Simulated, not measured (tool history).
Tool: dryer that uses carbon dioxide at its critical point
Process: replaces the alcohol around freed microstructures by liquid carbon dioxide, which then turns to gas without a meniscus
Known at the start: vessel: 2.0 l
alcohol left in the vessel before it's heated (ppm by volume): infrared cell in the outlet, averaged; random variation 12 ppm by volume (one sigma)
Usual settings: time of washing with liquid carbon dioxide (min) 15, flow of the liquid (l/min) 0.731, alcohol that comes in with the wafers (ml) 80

| run | hour | time of washing with liquid carbon dioxide (min) | flow of the liquid (l/min) | alcohol that comes in with the wafers (ml) | alcohol left in the vessel before it's heated (ppm by volume) |
|---|---|---|---|---|---|
| 1 | 0 | 15 | 0.731 | 80 | 698 |
| 2 | 27.8 | 15 | 0.731 | 80 | 717 |
| 3 | 54.7 | 15 | 0.731 | 80 | 740 |
| 4 | 86.5 | 15 | 0.731 | 30 | 299 |
| 5 | 119.9 | 15 | 0.731 | 80 | 783 |
| 6 | 151.5 | 15 | 0.731 | 56 | 569 |
| 7 | 181.7 | 15 | 1.177 | 80 | 109 |
| 8 | 204.3 | 15 | 0.913 | 80 | 353 |
| 9 | 236.6 | 15 | 0.913 | 80 | 343 |
| 10 | 270.6 | 15 | 0.913 | 80 | 363 |
| 11 | 308.2 | 15 | 0.731 | 22 | 274 |
| 12 | 332.4 | 15 | 1.04 | 80 | 220 |
| 13 | 364.3 | 15 | 1.04 | 80 | 246 |
| 14 | 381.3 | 15 | 0.731 | 80 | 971 |
| 15 | 420.7 | 15 | 0.731 | 80 | 998 |
| 16 | 460.3 | 15 | 0.651 | 80 | 1513 |
| 17 | 477.9 | 15 | 0.651 | 80 | 1488 |
| 18 | 514.5 | 15 | 0.651 | 80 | 1577 |
| 19 | 553.1 | 15 | 0.651 | 80 | 1601 |
| 20 | 582 | 15 | 0.651 | 80 | 1586 |
| 21 | 612.3 | 15 | 0.731 | 80 | 1155 |
|  | 627.7 | inlet filter changed |
| 22 | 635.8 | 15 | 0.731 | 80 | 739 |
| 23 | 658 | 15 | 0.731 | 80 | 748 |
| 24 | 686.9 | 15 | 0.731 | 80 | 763 |
| 25 | 707.1 | 15 | 0.507 | 62 | 1920 |
| 26 | 739.7 | 23 | 0.731 | 80 | 142 |
| 27 | 762.1 | 11 | 0.669 | 100 | 3534 |
| 28 | 787.8 | 11 | 0.669 | 100 | 3630 |
| 29 | 819.5 | 15 | 0.766 | 65 | 593 |
| 30 | 852.4 | 15 | 0.766 | 65 | 623 |
| 31 | 891.7 | 15 | 0.766 | 65 | 639 |
| 32 | 914.4 | 15 | 0.51 | 54 | 1821 |
| 33 | 940.3 | 19 | 0.557 | 39 | 518 |
| 34 | 959.1 | 13 | 1.072 | 97 | 485 |
| 35 | 983.5 | 12 | 1.072 | 20 | 197 |
| 36 | 1010.1 | 18 | 0.475 | 105 | 2690 |
| 37 | 1047.7 | 23 | 0.904 | 66 | 94 |
| 38 | 1081.5 | 15 | 0.731 | 56 | 749 |
| 39 | 1099.6 | 20 | 0.945 | 93 | 153 |
|  | 1104.5 | purifier's bed changed |
| 40 | 1130.5 | 20 | 0.972 | 59 | 55 |
| 41 | 1165.6 | 20 | 0.972 | 59 | 56 |
| 42 | 1204 | 11 | 0.727 | 69 | 2453 |
| 43 | 1237.2 | 17 | 1.027 | 54 | 107 |
| 44 | 1258.2 | 17 | 1.027 | 54 | 117 |
|  | 1269.7 | inlet filter changed |
| 45 | 1284.6 | 15 | 0.583 | 29 | 600 |
| 46 | 1318.5 | 20 | 0.711 | 29 | 106 |
| 47 | 1348.6 | 20 | 0.711 | 29 | 105 |

Forecast each of these 3 alternatives for the next run:
| A | 1370.8 | 20 | 0.711 | 94 | ? |
| B | 1370.8 | 19 | 0.659 | 59 | ? |
| C | 1370.8 | 20 | 0.799 | 21 | ? |

| run | alcohol left in the vessel before it's heated (ppm by volume) |
|---|---|
| A | 302 |
| B | 354 |
| C | 60 |
Without the tool's hidden state the same runs would have given:
| run | alcohol left in the vessel before it's heated (ppm by volume) |
|---|---|
| A | 251 |
| B | 301 |
| C | 40 |

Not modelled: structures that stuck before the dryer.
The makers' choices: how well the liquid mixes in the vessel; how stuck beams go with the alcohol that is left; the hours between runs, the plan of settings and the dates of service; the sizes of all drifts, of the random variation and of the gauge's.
